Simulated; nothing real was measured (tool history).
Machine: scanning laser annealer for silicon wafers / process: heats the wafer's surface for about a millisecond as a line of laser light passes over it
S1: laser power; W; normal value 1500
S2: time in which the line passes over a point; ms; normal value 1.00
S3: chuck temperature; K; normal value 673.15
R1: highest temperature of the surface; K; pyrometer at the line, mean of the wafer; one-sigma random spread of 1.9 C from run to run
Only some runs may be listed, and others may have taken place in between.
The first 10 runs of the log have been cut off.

run	hour	S1	S2	S3	R1
11	216.8	1629	1.00	673.15	1514.15
12	233.8	1629	1.00	673.15	1512.15
13	250.7	1500	1.00	673.15	1447.15
# hour 255.6: window over the wafer cleaned
14	271.4	1500	1.00	673.15	1444.15
15	297.9	1500	1.00	673.15	1443.15
16	324.6	1500	1.00	673.15	1445.15
17	339.2	1500	1.00	673.15	1444.15
# hour 342.9: window over the wafer cleaned, once more
18	374.8	1376	1.06	672.15	1413.15
19	408.9	1435	1.08	673.15	1453.15
20	430.7	1435	1.08	673.15	1453.15
21	446.8	1435	1.08	648.15	1427.15
22	471.5	1396	0.88	663.15	1351.15
23	495.5	1396	0.88	663.15	1353.15
24	513.0	1599	1.13	702.15	1590.15
25	529.2	1546	0.97	706.15	1503.15
26	561.3	1481	1.21	659.15	1505.15
27	588.9	1481	1.21	659.15	1504.15
28	622.6	1481	1.21	659.15	1502.15
29	655.0	1644	0.71	685.15	1415.15
30	678.5	1644	0.71	685.15	1411.15
31	707.2	1595	1.06	685.15	1534.15
32	740.1	1531	0.95	710.15	1487.15

3 ways to go on from here, each from the tool as it stands after run 32. What would each give?
A	755.1	1500	1.00	688.15	?
B	755.1	1432	0.73	649.15	?
C	755.1	1500	1.00	692.15	?

run	R1
A	1468.15
B	1292.15
C	1469.15
Stripped of hidden state, with their random variation kept, the same runs would have yielded:
run	R1
A	1482.15
B	1303.15
C	1483.15

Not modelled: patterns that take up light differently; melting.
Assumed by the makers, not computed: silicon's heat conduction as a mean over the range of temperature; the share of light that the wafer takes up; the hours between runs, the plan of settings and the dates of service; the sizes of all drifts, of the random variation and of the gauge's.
